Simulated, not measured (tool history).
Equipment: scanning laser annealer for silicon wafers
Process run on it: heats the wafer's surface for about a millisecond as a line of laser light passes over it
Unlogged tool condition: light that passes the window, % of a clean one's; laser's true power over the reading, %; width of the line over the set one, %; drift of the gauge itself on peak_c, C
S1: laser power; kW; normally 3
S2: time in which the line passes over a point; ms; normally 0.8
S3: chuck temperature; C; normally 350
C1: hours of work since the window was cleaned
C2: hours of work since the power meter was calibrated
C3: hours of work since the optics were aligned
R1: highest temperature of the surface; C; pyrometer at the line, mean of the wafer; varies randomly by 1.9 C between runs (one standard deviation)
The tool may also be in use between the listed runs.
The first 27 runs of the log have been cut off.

{"hour": 389.1, "done": "window over the wafer cleaned"}
{"run": 28, "hour": 402.5, "S1": 3.12, "S2": 0.809, "S3": 365, "C1": 6, "C2": 304, "C3": 304, "R1": 1102}
{"run": 29, "hour": 413.0, "S1": 3.083, "S2": 0.809, "S3": 321, "C1": 11, "C2": 309, "C3": 309, "R1": 1047}
{"run": 30, "hour": 431.2, "S1": 3.12, "S2": 0.827, "S3": 374, "C1": 19, "C2": 318, "C3": 318, "R1": 1114}
{"run": 31, "hour": 444.1, "S1": 3.223, "S2": 0.827, "S3": 339, "C1": 25, "C2": 324, "C3": 324, "R1": 1102}
{"hour": 459.2, "done": "window over the wafer cleaned, once more"}
{"run": 32, "hour": 462.3, "S1": 3.032, "S2": 0.8, "S3": 350, "C1": 1, "C2": 331, "C3": 331, "R1": 1099}
{"run": 33, "hour": 482.0, "S1": 3.032, "S2": 0.856, "S3": 368, "C1": 10, "C2": 340, "C3": 340, "R1": 1140}
{"run": 34, "hour": 498.7, "S1": 3.203, "S2": 0.856, "S3": 368, "C1": 18, "C2": 348, "C3": 348, "R1": 1181}
{"run": 35, "hour": 512.9, "S1": 2.748, "S2": 0.673, "S3": 350, "C1": 25, "C2": 354, "C3": 354, "R1": 970}
{"run": 36, "hour": 524.5, "S1": 2.624, "S2": 0.629, "S3": 350, "C1": 30, "C2": 360, "C3": 360, "R1": 921}

Forecast run 37:
{"run": 37, "hour": 537.9, "S1": 2.624, "S2": 0.629, "S3": 350, "C1": 36, "C2": 366, "C3": 366, "R1": "?"}

R1: 920 C
On a tool with no hidden condition, and with the same random variation, this run would have come out at R1 927 C.
